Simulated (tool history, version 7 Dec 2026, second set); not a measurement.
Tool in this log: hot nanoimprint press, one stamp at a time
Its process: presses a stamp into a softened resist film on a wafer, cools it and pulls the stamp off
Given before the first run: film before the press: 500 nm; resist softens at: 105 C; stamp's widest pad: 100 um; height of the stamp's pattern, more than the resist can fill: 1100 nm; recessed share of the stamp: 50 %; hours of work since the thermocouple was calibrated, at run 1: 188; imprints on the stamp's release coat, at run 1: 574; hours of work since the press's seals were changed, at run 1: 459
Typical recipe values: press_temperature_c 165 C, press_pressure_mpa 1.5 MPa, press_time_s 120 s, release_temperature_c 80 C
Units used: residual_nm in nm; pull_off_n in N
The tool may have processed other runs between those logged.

run	day	press_temperature_c	press_pressure_mpa	press_time_s	release_temperature_c	hours of work since the thermocouple was calibrated	imprints on the stamp's release coat	hours of work since the press's seals were changed	residual_nm	pull_off_n
1	0	165	1.5	120	80	188	574	459	195.3	107.2
# day 1.554: stamp cleaned and given a new release coat
2	2.183	165	1.5	120	80	223	67	493	197.9	96.8
3	3.942	165	1.5	120	80	254	251	525	199.9	100.7
4	4.975	165	1.5	120	80	273	360	543	202.1	103.1
5	6.538	160	1.5	120	80	301	525	571	264	107.4
6	7.954	160	1.5	120	80	326	674	597	268.9	109.4
# day 8.588: stamp cleaned and given a new release coat
# day 8.921: press's hydraulic seals changed and the load cell set to zero
7	9.967	160	1.5	120	80	351	110	19	270	97.9
8	11.112	165	1.5	120	74	372	230	39	205.5	106.3
9	12.421	165	1.5	120	74	395	368	63	207.6	108.5
10	13.283	165	1.5	120	87	411	459	78	207	101.2
11	14.688	165	1.5	120	87	436	606	103	210.4	104.1
12	15.579	165	1.5	120	71	452	700	119	210.3	119.2
# day 15.933: stamp cleaned and given a new release coat
13	17.117	165	1.5	120	71	475	125	142	210.3	106.5
# day 17.725: plate thermocouple calibrated
14	19.204	165	1.5	120	71	27	331	177	183.7	110
15	20.196	165	1.36	115	80	44	435	195	197.6	105.7
16	21.15	165	1.36	115	80	61	535	212	197.8	105
# day 23.071: stamp cleaned and given a new release coat
17	23.071	168	2.25	66	88	91	0	242	163.7	89.8
18	23.929	160	1.5	120	80	107	91	258	247.4	95.9
19	25.154	154	1.5	149	80	129	219	280	317	97.9
20	26.746	165	1.34	198	80	157	387	308	164.3	104.7
21	27.804	165	1.5	223	66	176	498	327	150.6	118.3
22	28.862	165	1.5	223	66	195	609	346	153	122.1
# day 30.042: stamp cleaned and given a new release coat
23	30.467	165	1.5	223	66	219	44	370	154.4	107.7
24	32.092	158	1.14	233	67	248	216	399	258	111.9
25	33.488	173	1.5	125	80	273	362	424	124.8	103.1
26	35	173	1.5	125	80	300	521	451	124	107
27	36.467	173	1.5	73	80	327	676	478	156.4	109.6
# day 37.012: stamp cleaned and given a new release coat
28	37.575	173	1.03	120	80	342	60	493	158.1	97.4

Alternative continuations, all from the tool just after run 28; predict every row:
A	38.988	165	1.21	120	80	367	208	518	?	?
B	38.988	153	1.03	120	84	367	208	518	?	?
C	38.988	173	1.03	176	80	367	208	518	?	?

run	residual_nm	pull_off_n
A	225.1	100.4
B	402.9	98.3
C	135.5	100.2
Without the tool's hidden state the same runs would have given:
run	residual_nm	pull_off_n
A	207.2	95
B	384.8	93
C	124.8	94.9

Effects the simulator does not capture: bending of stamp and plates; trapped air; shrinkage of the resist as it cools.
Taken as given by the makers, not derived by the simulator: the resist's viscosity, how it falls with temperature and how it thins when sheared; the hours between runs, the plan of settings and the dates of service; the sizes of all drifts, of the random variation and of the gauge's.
